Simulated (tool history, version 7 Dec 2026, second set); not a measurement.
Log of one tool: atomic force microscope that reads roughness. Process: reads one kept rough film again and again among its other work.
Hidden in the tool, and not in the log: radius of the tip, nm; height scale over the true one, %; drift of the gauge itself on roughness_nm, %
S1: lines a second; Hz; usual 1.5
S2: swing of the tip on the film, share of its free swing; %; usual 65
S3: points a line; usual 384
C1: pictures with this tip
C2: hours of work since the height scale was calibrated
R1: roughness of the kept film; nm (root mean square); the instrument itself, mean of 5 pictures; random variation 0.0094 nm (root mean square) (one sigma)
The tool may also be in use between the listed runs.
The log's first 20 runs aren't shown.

| run | hour | S1 | S2 | S3 | C1 | C2 | R1 |
|---|---|---|---|---|---|---|---|
| 21 | 366.2 | 1.5 | 65 | 384 | 283 | 581 | 2.137 |
| 22 | 386.6 | 0.52 | 69 | 635 | 308 | 590 | 2.223 |
| 23 | 401.7 | 2.44 | 57 | 327 | 326 | 597 | 2.116 |
|  | 412.3 | new tip fitted |
| 24 | 414.6 | 2.44 | 57 | 327 | 2 | 603 | 2.114 |
| 25 | 439 | 2.44 | 57 | 327 | 31 | 614 | 2.116 |
| 26 | 459.6 | 2.44 | 57 | 327 | 56 | 623 | 2.117 |
| 27 | 477.4 | 2.44 | 57 | 327 | 77 | 631 | 2.114 |
| 28 | 493.6 | 0.68 | 61 | 684 | 96 | 638 | 2.232 |
| 29 | 514.9 | 3.52 | 61 | 384 | 121 | 648 | 2.028 |
| 30 | 530.9 | 2.53 | 61 | 259 | 140 | 655 | 2.042 |
| 31 | 545 | 3.24 | 74 | 384 | 157 | 662 | 1.846 |
| 32 | 568.8 | 2.96 | 79 | 832 | 185 | 672 | 1.802 |
| 33 | 579.7 | 1.5 | 63 | 525 | 198 | 677 | 2.159 |
| 34 | 602.5 | 1.5 | 63 | 525 | 225 | 688 | 2.176 |
| 35 | 622.3 | 1.5 | 60 | 374 | 249 | 696 | 2.141 |
| 36 | 643.1 | 1.5 | 60 | 374 | 274 | 706 | 2.149 |
| 37 | 653.7 | 1.5 | 60 | 374 | 286 | 711 | 2.146 |

The next listed run, before its measurement:
| 38 | 663.6 | 1.5 | 60 | 374 | 298 | 715 | ? |

Run 38 gave R1 2.147 nm (root mean square).
Without the tool's hidden state the same run would have given R1 2.154 nm (root mean square).
